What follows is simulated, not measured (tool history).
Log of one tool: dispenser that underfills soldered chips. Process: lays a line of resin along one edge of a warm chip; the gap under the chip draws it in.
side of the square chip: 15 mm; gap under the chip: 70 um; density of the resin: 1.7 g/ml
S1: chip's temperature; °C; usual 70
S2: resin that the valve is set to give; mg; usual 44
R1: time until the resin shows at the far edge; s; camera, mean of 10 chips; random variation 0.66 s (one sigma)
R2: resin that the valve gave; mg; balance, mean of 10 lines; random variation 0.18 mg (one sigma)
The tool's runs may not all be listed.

| run | hour | S1 | S2 | R1 | R2 |
|---|---|---|---|---|---|
| 1 | 0 | 70 | 44 | 67.8 | 43.95 |
| 2 | 3.8 | 70 | 44 | 83 | 43.67 |
| 3 | 5.7 | 70 | 44 | 90.6 | 43.55 |
| 4 | 10.1 | 70 | 44 | 67.6 | 43.44 |
| 5 | 12.3 | 69 | 44 | 79.6 | 43.49 |
| 6 | 16 | 69 | 44 | 94.5 | 43.76 |
| 7 | 18.2 | 78 | 52 | 43.7 | 51.61 |
| 8 | 20.7 | 78 | 52 | 48.8 | 51.35 |
| 9 | 22.8 | 78 | 52 | 56 | 51.02 |
| 10 | 25.8 | 69 | 50.9 | 91.2 | 50.13 |
| 11 | 30.4 | 82 | 49.6 | 41.2 | 48.55 |

Taken out of this log: 3 entries between the listed runs. Where each belongs, and how the hidden state differs across it:
Between runs 3 and 4: new syringe of resin (hour 7.4)
  resin's viscosity, % of fresh resin's: 155.8 -> 116.2; dose that the valve gives, % of what is set: 99.39 -> 99.13; true chip temperature over the reading, C: 0.04 -> 0.03
  measured less the result without the state, R1: +32.3 -> +9.4 s; R2: -0.27 -> -0.38 mg
Between runs 6 and 7: new syringe of resin (hour 18)
  resin's viscosity, % of fresh resin's: 157.5 -> 102; dose that the valve gives, % of what is set: 98.78 -> 98.66
  measured less the result without the state, R1: +34.7 -> +0.8 s; R2: -0.54 -> -0.7 mg
Between runs 10 and 11: new syringe of resin (hour 28.6)
  resin's viscosity, % of fresh resin's: 150.9 -> 108.9; dose that the valve gives, % of what is set: 98.16 -> 97.89; true chip temperature over the reading, C: -0.03 -> -0.04
  measured less the result without the state, R1: +31.1 -> +3.4 s; R2: -0.94 -> -1.04 mg

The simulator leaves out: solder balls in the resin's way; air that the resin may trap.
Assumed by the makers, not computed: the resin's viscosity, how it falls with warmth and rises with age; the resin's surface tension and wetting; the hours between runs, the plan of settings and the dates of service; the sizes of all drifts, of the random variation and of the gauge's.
